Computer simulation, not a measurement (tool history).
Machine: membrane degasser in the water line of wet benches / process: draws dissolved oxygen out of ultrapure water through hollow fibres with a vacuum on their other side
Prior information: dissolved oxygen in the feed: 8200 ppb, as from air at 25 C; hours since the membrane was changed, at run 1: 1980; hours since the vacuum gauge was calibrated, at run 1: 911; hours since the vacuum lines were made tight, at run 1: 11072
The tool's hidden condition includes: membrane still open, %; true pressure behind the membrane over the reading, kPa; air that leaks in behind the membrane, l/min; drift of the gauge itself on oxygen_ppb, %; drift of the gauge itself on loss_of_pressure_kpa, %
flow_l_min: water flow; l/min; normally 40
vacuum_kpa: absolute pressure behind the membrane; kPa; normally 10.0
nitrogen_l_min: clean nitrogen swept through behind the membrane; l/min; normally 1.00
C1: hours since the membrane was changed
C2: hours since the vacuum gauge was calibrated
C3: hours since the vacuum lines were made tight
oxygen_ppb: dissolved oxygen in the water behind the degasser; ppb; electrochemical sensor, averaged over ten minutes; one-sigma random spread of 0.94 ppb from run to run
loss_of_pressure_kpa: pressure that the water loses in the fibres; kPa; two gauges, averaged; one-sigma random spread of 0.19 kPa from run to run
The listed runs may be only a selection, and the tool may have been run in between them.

{"run": 1, "hour": 0.0, "flow_l_min": 40, "vacuum_kpa": 10.0, "nitrogen_l_min": 1.0, "C1": 1980, "C2": 911, "C3": 11072, "oxygen_ppb": 534.5, "loss_of_pressure_kpa": 38.92}
{"run": 2, "hour": 127.3, "flow_l_min": 40, "vacuum_kpa": 10.0, "nitrogen_l_min": 1.0, "C1": 2107, "C2": 1038, "C3": 11200, "oxygen_ppb": 536.0, "loss_of_pressure_kpa": 39.57}
{"run": 3, "hour": 237.1, "flow_l_min": 40, "vacuum_kpa": 10.0, "nitrogen_l_min": 1.93, "C1": 2217, "C2": 1148, "C3": 11309, "oxygen_ppb": 321.0, "loss_of_pressure_kpa": 39.61}
{"hour": 326.0, "done": "seals of the vacuum lines changed"}
{"run": 4, "hour": 363.5, "flow_l_min": 40, "vacuum_kpa": 10.0, "nitrogen_l_min": 1.0, "C1": 2341, "C2": 1272, "C3": 38, "oxygen_ppb": 536.5, "loss_of_pressure_kpa": 39.41}
{"run": 5, "hour": 511.4, "flow_l_min": 40, "vacuum_kpa": 10.0, "nitrogen_l_min": 1.0, "C1": 2489, "C2": 1420, "C3": 185, "oxygen_ppb": 535.9, "loss_of_pressure_kpa": 39.4}
{"run": 6, "hour": 596.3, "flow_l_min": 40, "vacuum_kpa": 8.9, "nitrogen_l_min": 1.0, "C1": 2574, "C2": 1505, "C3": 270, "oxygen_ppb": 456.1, "loss_of_pressure_kpa": 39.23}
{"run": 7, "hour": 707.1, "flow_l_min": 40, "vacuum_kpa": 10.0, "nitrogen_l_min": 1.0, "C1": 2685, "C2": 1616, "C3": 381, "oxygen_ppb": 534.4, "loss_of_pressure_kpa": 38.76}
{"run": 8, "hour": 798.5, "flow_l_min": 40, "vacuum_kpa": 10.0, "nitrogen_l_min": 1.0, "C1": 2776, "C2": 1707, "C3": 473, "oxygen_ppb": 536.0, "loss_of_pressure_kpa": 38.98}
{"run": 9, "hour": 906.4, "flow_l_min": 40, "vacuum_kpa": 10.0, "nitrogen_l_min": 1.0, "C1": 2884, "C2": 1815, "C3": 580, "oxygen_ppb": 535.2, "loss_of_pressure_kpa": 39.13}
{"run": 10, "hour": 970.4, "flow_l_min": 40, "vacuum_kpa": 17.0, "nitrogen_l_min": 1.0, "C1": 2948, "C2": 1879, "C3": 644, "oxygen_ppb": 1010.5, "loss_of_pressure_kpa": 39.1}
{"run": 11, "hour": 1098.7, "flow_l_min": 40, "vacuum_kpa": 17.0, "nitrogen_l_min": 1.0, "C1": 3076, "C2": 2007, "C3": 773, "oxygen_ppb": 1014.2, "loss_of_pressure_kpa": 38.99}
{"run": 12, "hour": 1240.4, "flow_l_min": 40, "vacuum_kpa": 17.0, "nitrogen_l_min": 1.0, "C1": 3218, "C2": 2149, "C3": 914, "oxygen_ppb": 1014.2, "loss_of_pressure_kpa": 38.72}
{"run": 13, "hour": 1373.7, "flow_l_min": 40, "vacuum_kpa": 17.0, "nitrogen_l_min": 1.0, "C1": 3351, "C2": 2282, "C3": 1048, "oxygen_ppb": 1011.1, "loss_of_pressure_kpa": 38.48}
{"run": 14, "hour": 1507.8, "flow_l_min": 56, "vacuum_kpa": 10.0, "nitrogen_l_min": 1.0, "C1": 3485, "C2": 2417, "C3": 1182, "oxygen_ppb": 739.7, "loss_of_pressure_kpa": 53.8}
{"hour": 1531.0, "done": "gauge calibrated"}
{"run": 15, "hour": 1648.5, "flow_l_min": 56, "vacuum_kpa": 10.0, "nitrogen_l_min": 1.0, "C1": 3626, "C2": 2557, "C3": 1323, "oxygen_ppb": 739.6, "loss_of_pressure_kpa": 55.36}
{"run": 16, "hour": 1747.0, "flow_l_min": 40, "vacuum_kpa": 10.0, "nitrogen_l_min": 1.0, "C1": 3725, "C2": 2656, "C3": 1421, "oxygen_ppb": 536.2, "loss_of_pressure_kpa": 39.62}
{"run": 17, "hour": 1884.5, "flow_l_min": 40, "vacuum_kpa": 10.0, "nitrogen_l_min": 1.0, "C1": 3862, "C2": 2793, "C3": 1559, "oxygen_ppb": 535.4, "loss_of_pressure_kpa": 39.46}
{"run": 18, "hour": 1986.3, "flow_l_min": 40, "vacuum_kpa": 10.0, "nitrogen_l_min": 1.0, "C1": 3964, "C2": 2895, "C3": 1660, "oxygen_ppb": 535.6, "loss_of_pressure_kpa": 39.21}
{"run": 19, "hour": 2071.7, "flow_l_min": 31, "vacuum_kpa": 8.8, "nitrogen_l_min": 1.0, "C1": 4049, "C2": 2980, "C3": 1746, "oxygen_ppb": 356.2, "loss_of_pressure_kpa": 30.47}
{"run": 20, "hour": 2148.7, "flow_l_min": 31, "vacuum_kpa": 8.8, "nitrogen_l_min": 0.83, "C1": 4126, "C2": 3057, "C3": 1823, "oxygen_ppb": 413.2, "loss_of_pressure_kpa": 30.22}
{"run": 21, "hour": 2259.4, "flow_l_min": 30, "vacuum_kpa": 19.7, "nitrogen_l_min": 0.83, "C1": 4237, "C2": 3168, "C3": 1933, "oxygen_ppb": 1087.3, "loss_of_pressure_kpa": 29.36}
{"run": 22, "hour": 2345.1, "flow_l_min": 30, "vacuum_kpa": 19.7, "nitrogen_l_min": 0.83, "C1": 4323, "C2": 3254, "C3": 2019, "oxygen_ppb": 1087.6, "loss_of_pressure_kpa": 29.41}
{"run": 23, "hour": 2415.9, "flow_l_min": 60, "vacuum_kpa": 15.5, "nitrogen_l_min": 0.95, "C1": 4393, "C2": 3325, "C3": 2090, "oxygen_ppb": 1320.5, "loss_of_pressure_kpa": 58.61}
{"run": 24, "hour": 2532.9, "flow_l_min": 60, "vacuum_kpa": 15.5, "nitrogen_l_min": 0.95, "C1": 4511, "C2": 3442, "C3": 2207, "oxygen_ppb": 1326.4, "loss_of_pressure_kpa": 58.23}
{"run": 25, "hour": 2681.1, "flow_l_min": 53, "vacuum_kpa": 15.7, "nitrogen_l_min": 0.57, "C1": 4659, "C2": 3590, "C3": 2355, "oxygen_ppb": 1642.5, "loss_of_pressure_kpa": 51.19}
{"run": 26, "hour": 2741.3, "flow_l_min": 53, "vacuum_kpa": 15.7, "nitrogen_l_min": 0.57, "C1": 4719, "C2": 3650, "C3": 2415, "oxygen_ppb": 1646.6, "loss_of_pressure_kpa": 51.79}
{"run": 27, "hour": 2882.2, "flow_l_min": 53, "vacuum_kpa": 15.7, "nitrogen_l_min": 0.57, "C1": 4860, "C2": 3791, "C3": 2556, "oxygen_ppb": 1645.1, "loss_of_pressure_kpa": 51.38}
{"run": 28, "hour": 2948.8, "flow_l_min": 53, "vacuum_kpa": 15.7, "nitrogen_l_min": 0.57, "C1": 4926, "C2": 3857, "C3": 2623, "oxygen_ppb": 1646.1, "loss_of_pressure_kpa": 51.33}
{"run": 29, "hour": 3079.9, "flow_l_min": 37, "vacuum_kpa": 24.2, "nitrogen_l_min": 0.42, "C1": 5057, "C2": 3989, "C3": 2754, "oxygen_ppb": 2376.3, "loss_of_pressure_kpa": 35.97}
{"run": 30, "hour": 3176.4, "flow_l_min": 37, "vacuum_kpa": 24.2, "nitrogen_l_min": 0.42, "C1": 5154, "C2": 4085, "C3": 2850, "oxygen_ppb": 2376.6, "loss_of_pressure_kpa": 35.67}
{"run": 31, "hour": 3278.2, "flow_l_min": 33, "vacuum_kpa": 10.0, "nitrogen_l_min": 1.45, "C1": 5256, "C2": 4187, "C3": 2952, "oxygen_ppb": 335.6, "loss_of_pressure_kpa": 31.94}

Describe how what the log doesn't record of the tool's condition differs between the last listed run preceding each entry between runs and the first listed run following it.
Logged between run 3 and run 4: seals of the vacuum lines changed (hour 326.0)
  air that leaks in behind the membrane, l/min: 0.0021 -> 0.002; drift of the gauge itself on loss_of_pressure_kpa, %: -0.38 -> -0.58
  the result without the hidden state subtracted from the measured one, loss_of_pressure_kpa: -0.14 -> -0.22 kPa
Logged between run 14 and run 15: gauge calibrated (hour 1531.0)
  drift of the gauge itself on loss_of_pressure_kpa, %: -2.4 -> -0.19
  the result without the hidden state subtracted from the measured one, loss_of_pressure_kpa: -1.31 -> -0.09 kPa
